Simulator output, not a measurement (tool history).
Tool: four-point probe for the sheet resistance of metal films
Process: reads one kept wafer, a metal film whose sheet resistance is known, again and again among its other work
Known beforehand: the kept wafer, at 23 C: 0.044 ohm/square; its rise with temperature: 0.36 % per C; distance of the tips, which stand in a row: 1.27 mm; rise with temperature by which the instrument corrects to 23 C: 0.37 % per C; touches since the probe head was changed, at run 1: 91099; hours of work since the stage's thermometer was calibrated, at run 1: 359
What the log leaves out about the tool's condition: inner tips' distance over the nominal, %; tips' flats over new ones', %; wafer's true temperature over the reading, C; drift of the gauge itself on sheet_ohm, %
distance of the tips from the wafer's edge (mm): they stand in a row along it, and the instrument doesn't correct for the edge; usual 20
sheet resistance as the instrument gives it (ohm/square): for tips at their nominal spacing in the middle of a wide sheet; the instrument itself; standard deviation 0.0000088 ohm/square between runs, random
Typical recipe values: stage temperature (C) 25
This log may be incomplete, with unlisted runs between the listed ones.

run   hour  stage temperature (C)  distance of the tips from the wafer's edge (mm)  touches since the probe head was changed  hours of work since the stage's thermometer was calibrated  sheet resistance as the instrument gives it (ohm/square)
  1    0.0                     25                                               20                                     91099                                                         359                                                  0.044407
  2   10.1                     25                                               20                                     91553                                                         365                                                  0.044400
  3   24.9                     25                                               25                                     92215                                                         373                                                  0.044380
  4   36.3                     25                                               25                                     92727                                                         380                                                  0.044385
  5   43.8                     25                                               25                                     93066                                                         384                                                  0.044398
  6   52.6                     25                                               20                                     93460                                                         389                                                  0.044421
  7   64.0                     25                                               20                                     93971                                                         396                                                  0.044422
  8   79.5                     25                                               20                                     94668                                                         405                                                  0.044409
  9   93.3                     25                                               20                                     95284                                                         413                                                  0.044404
 10  100.2                     25                                               20                                     95596                                                         417                                                  0.044419
 11  110.7                     25                                               20                                     96064                                                         423                                                  0.044419
 12  123.8                     25                                               20                                     96655                                                         430                                                  0.044438
 13  131.6                     28                                               20                                     97004                                                         435                                                  0.044405
 14  138.8                     28                                                4                                     97326                                                         439                                                  0.046578
 15  145.2                     25                                               20                                     97615                                                         442                                                  0.044432
 16  160.5                     25                                               20                                     98300                                                         451                                                  0.044415
 17  174.6                     25                                               20                                     98934                                                         459                                                  0.044433
 18  185.2                     25                                               20                                     99409                                                         465                                                  0.044424
 19  199.4                     25                                               20                                    100048                                                         473                                                  0.044414
 20  210.6                     25                                                8                                    100550                                                         480                                                  0.044936
 21  223.7                     25                                                8                                    101137                                                         487                                                  0.044934
 22  234.9                     25                                               20                                    101638                                                         494                                                  0.044457
 23  244.9                     19                                               24                                    102087                                                         499                                                  0.044453
 24  254.6                     24                                               66                                    102524                                                         505                                                  0.044353
 25  264.1                     19                                                3                                    102950                                                         510                                                  0.048265
     265.8  -- stage's thermometer calibrated
 26  271.9                     23                                               11                                    103276                                                           3                                                  0.044674
 27  285.3                     33                                               14                                    103880                                                          11                                                  0.044500
 28  294.4                     19                                               49                                    104287                                                          16                                                  0.044392
 29  305.1                     24                                                4                                    104765                                                          22                                                  0.046626
 30  317.1                     24                                                4                                    105307                                                          29                                                  0.046622
 31  328.2                     24                                                4                                    105803                                                          36                                                  0.046620
     330.8  -- stage's thermometer calibrated, once more
 32  336.4                     23                                               20                                    106147                                                           3                                                  0.044484
 33  345.8                     25                                                9                                    106571                                                           9                                                  0.044855
 34  353.5                     20                                               69                                    106915                                                          13                                                  0.044401
 35  361.6                     26                                               39                                    107280                                                          18                                                  0.044395
 36  368.9                     25                                               52                                    107605                                                          22                                                  0.044394
 37  375.8                     21                                               31                                    107918                                                          26                                                  0.044451
 38  383.9                     21                                               31                                    108279                                                          30                                                  0.044444
 39  399.2                     23                                                6                                    108968                                                          39                                                  0.045433
 40  406.3                     25                                                9                                    109284                                                          43                                                  0.044850
 41  417.8                     25                                               71                                    109799                                                          50                                                  0.044391
 42  428.7                     29                                                6                                    110292                                                          56                                                  0.045414
 43  436.0                     29                                                6                                    110619                                                          60                                                  0.045401
 44  447.1                     29                                                6                                    111115                                                          67                                                  0.045422

5 ways to go on from here, each from the tool as it stands after run 44. What would each give?
  A  458.0                     19                                               67                                    111604                                                          73                                                         ?
  B  458.0                     21                                               16                                    111604                                                          73                                                         ?
  C  458.0                     30                                                6                                    111604                                                          73                                                         ?
  D  458.0                     18                                                4                                    111604                                                          73                                                         ?
  E  458.0                     25                                               46                                    111604                                                          73                                                         ?

run  sheet resistance as the instrument gives it (ohm/square)
  A                                                  0.044438
  B                                                  0.044554
  C                                                  0.045405
  D                                                  0.046700
  E                                                  0.044395
The same runs, with their run-to-run variation unchanged, on a tool lacking any hidden condition would have given:
run  sheet resistance as the instrument gives it (ohm/square)
  A                                                  0.044038
  B                                                  0.044153
  C                                                  0.044996
  D                                                  0.046281
  E                                                  0.043995
